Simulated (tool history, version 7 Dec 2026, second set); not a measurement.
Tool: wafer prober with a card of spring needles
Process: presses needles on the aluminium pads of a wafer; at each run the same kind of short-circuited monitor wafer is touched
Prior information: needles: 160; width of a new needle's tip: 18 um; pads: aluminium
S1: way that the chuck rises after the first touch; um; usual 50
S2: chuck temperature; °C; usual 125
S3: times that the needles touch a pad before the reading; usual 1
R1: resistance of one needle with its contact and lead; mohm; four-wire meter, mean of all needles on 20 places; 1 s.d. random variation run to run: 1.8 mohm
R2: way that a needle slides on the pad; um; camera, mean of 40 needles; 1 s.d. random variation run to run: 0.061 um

run 1 hour=0 | S1=50 S2=125 S3=1 | R1=258 R2=8.24
-- hour=4.4 tips cleaned on abrasive film
-- hour=11.8 tips cleaned on abrasive film
-- hour=18.7 tips cleaned on abrasive film
run 2 hour=18.7 | S1=50 S2=125 S3=1 | R1=206 R2=8.31
-- hour=24.8 tips cleaned on abrasive film
-- hour=32.2 tips cleaned on abrasive film
-- hour=39.7 tips cleaned on abrasive film
run 3 hour=42.7 | S1=50 S2=30 S3=1 | R1=255 R2=8.18
-- hour=46.3 tips cleaned on abrasive film
-- hour=52.4 tips cleaned on abrasive film
run 4 hour=58.1 | S1=50 S2=30 S3=1 | R1=291 R2=8.06
-- hour=59.6 tips cleaned on abrasive film
-- hour=65.7 tips cleaned on abrasive film
-- hour=73.1 tips cleaned on abrasive film
-- hour=80.7 tips cleaned on abrasive film
-- hour=87.5 tips cleaned on abrasive film
run 5 hour=87.5 | S1=43 S2=125 S3=1 | R1=227 R2=6.77
-- hour=93.6 tips cleaned on abrasive film
-- hour=101.1 tips cleaned on abrasive film
-- hour=107.5 tips cleaned on abrasive film
run 6 hour=107.5 | S1=50 S2=79 S3=1 | R1=191 R2=7.97
-- hour=114.9 tips cleaned on abrasive film
-- hour=122.4 tips cleaned on abrasive film
-- hour=130 tips cleaned on abrasive film
-- hour=137.1 tips cleaned on abrasive film
run 7 hour=137.1 | S1=50 S2=79 S3=1 | R1=196 R2=7.95
-- hour=144.6 tips cleaned on abrasive film
-- hour=152.1 tips cleaned on abrasive film
run 8 hour=155.6 | S1=50 S2=79 S3=1 | R1=271 R2=7.81
-- hour=158.7 tips cleaned on abrasive film
-- hour=166.2 tips cleaned on abrasive film
run 9 hour=170.8 | S1=50 S2=79 S3=1 | R1=305 R2=7.88
-- hour=173.8 tips cleaned on abrasive film
-- hour=181.3 tips cleaned on abrasive film
run 10 hour=184.7 | S1=50 S2=79 S3=1 | R1=279 R2=7.86
-- hour=187.7 tips cleaned on abrasive film
-- hour=193.8 tips cleaned on abrasive film
-- hour=195.6 height of the first contact set anew
-- hour=201.5 tips cleaned on abrasive film
run 11 hour=204 | S1=50 S2=125 S3=1 | R1=306 R2=6.74
-- hour=208.6 tips cleaned on abrasive film
-- hour=216.2 tips cleaned on abrasive film
-- hour=222.3 tips cleaned on abrasive film
run 12 hour=222.8 | S1=50 S2=125 S3=1 | R1=242 R2=6.81
-- hour=228.9 tips cleaned on abrasive film
-- hour=236.2 tips cleaned on abrasive film
-- hour=243.7 tips cleaned on abrasive film
-- hour=251.2 tips cleaned on abrasive film
run 13 hour=252.8 | S1=50 S2=125 S3=1 | R1=282 R2=6.73
-- hour=258.8 tips cleaned on abrasive film
-- hour=266.1 tips cleaned on abrasive film
-- hour=273.7 tips cleaned on abrasive film
run 14 hour=276.1 | S1=50 S2=125 S3=1 | R1=312 R2=6.65
-- hour=280.7 tips cleaned on abrasive film
-- hour=288.2 tips cleaned on abrasive film
-- hour=295.8 tips cleaned on abrasive film
-- hour=303.4 tips cleaned on abrasive film
run 15 hour=305.1 | S1=50 S2=49 S3=1 | R1=268 R2=6.64
-- hour=309.6 tips cleaned on abrasive film
-- hour=317 tips cleaned on abrasive film
-- hour=324.6 tips cleaned on abrasive film
-- hour=331.8 tips cleaned on abrasive film
run 16 hour=334.5 | S1=38 S2=103 S3=1 | R1=520 R2=4.25
-- hour=339.1 tips cleaned on abrasive film
-- hour=346.6 tips cleaned on abrasive film
-- hour=354.2 tips cleaned on abrasive film
-- hour=361.8 tips cleaned on abrasive film
run 17 hour=366.3 | S1=69 S2=56 S3=2 | R1=221 R2=9.82
-- hour=369.2 tips cleaned on abrasive film
-- hour=375.3 tips cleaned on abrasive film
-- hour=379.9 height of the first contact set anew, once more
-- hour=382.1 tips cleaned on abrasive film
run 18 hour=382.1 | S1=35 S2=85 S3=1 | R1=223 R2=6.38
-- hour=389.5 tips cleaned on abrasive film
-- hour=397 tips cleaned on abrasive film
-- hour=404.4 tips cleaned on abrasive film
run 19 hour=408 | S1=35 S2=85 S3=1 | R1=363 R2=6.36
-- hour=411.1 tips cleaned on abrasive film
-- hour=418.4 tips cleaned on abrasive film
run 20 hour=422 | S1=35 S2=85 S3=1 | R1=353 R2=6.3
-- hour=425.1 tips cleaned on abrasive film
-- hour=431.2 tips cleaned on abrasive film
-- hour=438.4 tips cleaned on abrasive film
-- hour=445.9 tips cleaned on abrasive film
run 21 hour=449.5 | S1=43 S2=49 S3=3 | R1=232 R2=7.61
-- hour=452.6 tips cleaned on abrasive film
-- hour=460 tips cleaned on abrasive film
run 22 hour=462.7 | S1=38 S2=28 S3=2 | R1=269 R2=6.73
-- hour=467.1 tips cleaned on abrasive film
-- hour=473.1 tips cleaned on abrasive film
run 23 hour=475.9 | S1=38 S2=28 S3=2 | R1=260 R2=6.61
-- hour=480.4 tips cleaned on abrasive film
-- hour=486.5 tips cleaned on abrasive film
-- hour=493.8 tips cleaned on abrasive film
run 24 hour=496.7 | S1=38 S2=28 S3=2 | R1=268 R2=6.81
-- hour=501.3 tips cleaned on abrasive film
-- hour=508.9 tips cleaned on abrasive film
run 25 hour=514.2 | S1=66 S2=125 S3=1 | R1=247 R2=11.72
-- hour=515.8 tips cleaned on abrasive film
-- hour=523.4 tips cleaned on abrasive film
-- hour=529.5 tips cleaned on abrasive film
-- hour=536.8 tips cleaned on abrasive film
-- hour=544.3 tips cleaned on abrasive film
run 26 hour=545.3 | S1=66 S2=125 S3=1 | R1=203 R2=11.76
-- hour=551.1 tips cleaned on abrasive film
-- hour=558.5 tips cleaned on abrasive film
-- hour=565.9 tips cleaned on abrasive film
run 27 hour=571.1 | S1=70 S2=46 S3=1 | R1=237 R2=12.3
-- hour=572.7 tips cleaned on abrasive film
-- hour=580.1 tips cleaned on abrasive film
-- hour=587.7 tips cleaned on abrasive film
run 28 hour=590.4 | S1=50 S2=57 S3=1 | R1=258 R2=8.58

3 options for the next run, each taken on its own from the tool as it stands now. Forecast them:
-- hour=595 tips cleaned on abrasive film
-- hour=602 tips cleaned on abrasive film
-- hour=609.6 tips cleaned on abrasive film
-- hour=617.1 tips cleaned on abrasive film
run A hour=621.8 | S1=54 S2=54 S3=2 | R1=? R2=?
-- hour=595 tips cleaned on abrasive film
-- hour=602 tips cleaned on abrasive film
-- hour=609.6 tips cleaned on abrasive film
-- hour=617.1 tips cleaned on abrasive film
run B hour=621.8 | S1=69 S2=110 S3=2 | R1=? R2=?
-- hour=595 tips cleaned on abrasive film
-- hour=602 tips cleaned on abrasive film
-- hour=609.6 tips cleaned on abrasive film
-- hour=617.1 tips cleaned on abrasive film
run C hour=621.8 | S1=62 S2=57 S3=1 | R1=? R2=?

run=A R1=245 R2=9.24
run=B R1=219 R2=11.96
run=C R1=256 R2=10.79
Without the tool's unlogged condition, the same runs would have read:
run=A R1=165 R2=9.93
run=B R1=171 R2=12.64
run=C R1=161 R2=11.48

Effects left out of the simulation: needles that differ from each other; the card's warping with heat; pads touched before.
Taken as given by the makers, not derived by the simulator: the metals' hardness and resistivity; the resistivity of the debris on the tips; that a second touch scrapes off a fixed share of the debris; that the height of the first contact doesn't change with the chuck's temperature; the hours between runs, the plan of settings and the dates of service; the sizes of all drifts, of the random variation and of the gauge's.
